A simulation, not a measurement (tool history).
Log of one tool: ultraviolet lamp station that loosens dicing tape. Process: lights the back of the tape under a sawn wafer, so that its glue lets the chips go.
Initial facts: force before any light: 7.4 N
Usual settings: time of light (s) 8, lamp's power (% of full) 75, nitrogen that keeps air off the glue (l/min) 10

run     day  time of light (s)  lamp's power (% of full)  nitrogen that keeps air off the glue (l/min)  force that peels the tape off (N)  light that reached the tape (mJ/cm2)
  1   0.000                  8                        75                                            10                              0.320                                   419
  2   0.429                  8                        75                                            10                              0.319                                   419
  3   0.821                  8                        75                                            10                              0.329                                   415
  4   1.533                  5                        75                                            10                              0.877                                   258
  5   2.167                  8                        75                                            10                              0.335                                   414
  6   2.754                  8                        75                                            10                              0.343                                   410
  7   3.500                  8                        75                                            10                              0.345                                   412
  8   4.158                  4                        75                                            10                              1.295                                   208
  9   4.888                  4                        75                                            10                              1.341                                   206
 10   5.392                  8                        75                                            10                              0.326                                   406
 11   6.029                  8                        75                                            10                              0.331                                   407
 12   6.525                  8                        97                                             8                              0.261                                   532
 13   6.854                 13                        75                                            11                              0.153                                   661
 14   7.500                 12                        75                                            11                              0.180                                   619
 15   7.912                  8                        75                                             3                              0.999                                   404
      8.021  -- window cleaned of glue's vapour
 16   8.275                  4                        82                                             3                              2.286                                   233
 17   8.704                  4                        82                                             3                              2.246                                   230
 18   9.446                  8                        94                                            10                              0.195                                   531
 19  10.096                  8                        75                                             9                              0.347                                   424
 20  10.612                  6                        94                                             5                              0.686                                   396
 21  11.204                  4                        63                                             4                              2.726                                   179
 22  11.742                  4                        63                                             4                              2.657                                   172

Alternative continuations, all from the tool just after run 22; predict every row:
  A  12.496                  4                        63                                             9                                  ?                                     ?
  B  12.496                  6                        64                                             6                                  ?                                     ?
  C  12.496                  4                        63                                             4                                  ?                                     ?
  D  12.496                 15                        85                                             3                                  ?                                     ?
  E  12.496                  4                        78                                            16                                  ?                                     ?

run  force that peels the tape off (N)  light that reached the tape (mJ/cm2)
  A                              1.797                                   177
  B                              1.234                                   268
  C                              2.708                                   173
  D                              0.212                                   894
  E                              0.865                                   215
Had the tool no hidden state, the same runs would have come out as:
run  force that peels the tape off (N)  light that reached the tape (mJ/cm2)
  A                              1.529                                   198
  B                              1.013                                   300
  C                              2.407                                   195
  D                              0.183                                  1001
  E                              0.693                                   241
